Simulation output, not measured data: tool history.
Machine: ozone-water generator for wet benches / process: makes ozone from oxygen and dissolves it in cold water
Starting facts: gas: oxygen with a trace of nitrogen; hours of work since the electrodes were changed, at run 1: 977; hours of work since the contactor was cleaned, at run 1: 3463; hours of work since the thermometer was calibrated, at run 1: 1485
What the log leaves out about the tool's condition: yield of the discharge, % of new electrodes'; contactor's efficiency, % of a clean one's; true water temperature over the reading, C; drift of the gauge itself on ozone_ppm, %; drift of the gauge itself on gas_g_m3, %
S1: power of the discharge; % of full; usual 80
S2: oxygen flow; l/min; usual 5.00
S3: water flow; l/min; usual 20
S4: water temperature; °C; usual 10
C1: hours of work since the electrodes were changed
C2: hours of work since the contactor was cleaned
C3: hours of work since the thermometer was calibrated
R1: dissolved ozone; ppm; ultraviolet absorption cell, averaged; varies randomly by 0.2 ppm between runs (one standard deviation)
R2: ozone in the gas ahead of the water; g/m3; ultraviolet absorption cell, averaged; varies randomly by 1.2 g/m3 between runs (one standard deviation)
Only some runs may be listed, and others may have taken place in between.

run 1 hour=0.0 | S1=80 S2=5.00 S3=20 S4=10 | C1=977 C2=3463 C3=1485 | R1=26.6 R2=207.6
run 2 hour=35.2 | S1=80 S2=5.00 S3=20 S4=10 | C1=1003 C2=3488 C3=1510 | R1=26.5 R2=205.4
run 3 hour=60.5 | S1=80 S2=5.00 S3=20 S4=10 | C1=1021 C2=3507 C3=1529 | R1=26.8 R2=204.0
run 4 hour=99.6 | S1=86 S2=5.00 S3=20 S4=10 | C1=1049 C2=3535 C3=1557 | R1=27.6 R2=213.3
run 5 hour=132.5 | S1=80 S2=5.00 S3=20 S4=11 | C1=1073 C2=3559 C3=1581 | R1=26.1 R2=204.9
run 6 hour=171.8 | S1=80 S2=5.00 S3=20 S4=11 | C1=1102 C2=3587 C3=1609 | R1=26.2 R2=203.5
run 7 hour=204.5 | S1=80 S2=5.00 S3=20 S4=11 | C1=1125 C2=3611 C3=1633 | R1=26.2 R2=203.8
run 8 hour=224.3 | S1=80 S2=5.00 S3=20 S4=11 | C1=1140 C2=3625 C3=1648 | R1=25.9 R2=203.3
run 9 hour=242.2 | S1=80 S2=7.39 S3=20 S4=10 | C1=1153 C2=3638 C3=1660 | R1=27.3 R2=170.6
run 10 hour=266.7 | S1=80 S2=5.00 S3=20 S4=10 | C1=1171 C2=3656 C3=1678 | R1=26.2 R2=203.8
-- hour=273.0 contactor cleaned
run 11 hour=306.8 | S1=80 S2=5.00 S3=20 S4=10 | C1=1197 C2=25 C3=1704 | R1=26.2 R2=204.4
run 12 hour=334.7 | S1=80 S2=5.00 S3=20 S4=10 | C1=1217 C2=45 C3=1725 | R1=26.2 R2=206.9
run 13 hour=371.4 | S1=80 S2=5.00 S3=20 S4=10 | C1=1244 C2=71 C3=1751 | R1=26.1 R2=204.2
-- hour=388.1 contactor cleaned, once more
run 14 hour=409.5 | S1=80 S2=5.00 S3=20 S4=10 | C1=1268 C2=15 C3=1776 | R1=27.0 R2=203.5
run 15 hour=448.4 | S1=80 S2=5.00 S3=15 S4=10 | C1=1296 C2=44 C3=1804 | R1=34.0 R2=203.7
run 16 hour=487.6 | S1=80 S2=5.00 S3=15 S4=10 | C1=1325 C2=72 C3=1833 | R1=33.7 R2=203.3
run 17 hour=523.8 | S1=80 S2=4.91 S3=15 S4=10 | C1=1351 C2=98 C3=1859 | R1=34.2 R2=203.5
run 18 hour=549.2 | S1=72 S2=4.69 S3=15 S4=10 | C1=1370 C2=117 C3=1877 | R1=32.2 R2=197.0
run 19 hour=573.2 | S1=72 S2=4.69 S3=15 S4=10 | C1=1387 C2=134 C3=1895 | R1=31.7 R2=197.9

Forecast run 20:
run 20 hour=613.2 | S1=45 S2=8.29 S3=28 S4=17 | C1=1416 C2=163 C3=1924 | R1=? R2=?

R1: 14.5 ppm
R2: 115.7 g/m3
Were there no unlogged condition in the tool, this run, its random variation unchanged, would have produced R1 15.0 ppm, R2 119.3 g/m3.

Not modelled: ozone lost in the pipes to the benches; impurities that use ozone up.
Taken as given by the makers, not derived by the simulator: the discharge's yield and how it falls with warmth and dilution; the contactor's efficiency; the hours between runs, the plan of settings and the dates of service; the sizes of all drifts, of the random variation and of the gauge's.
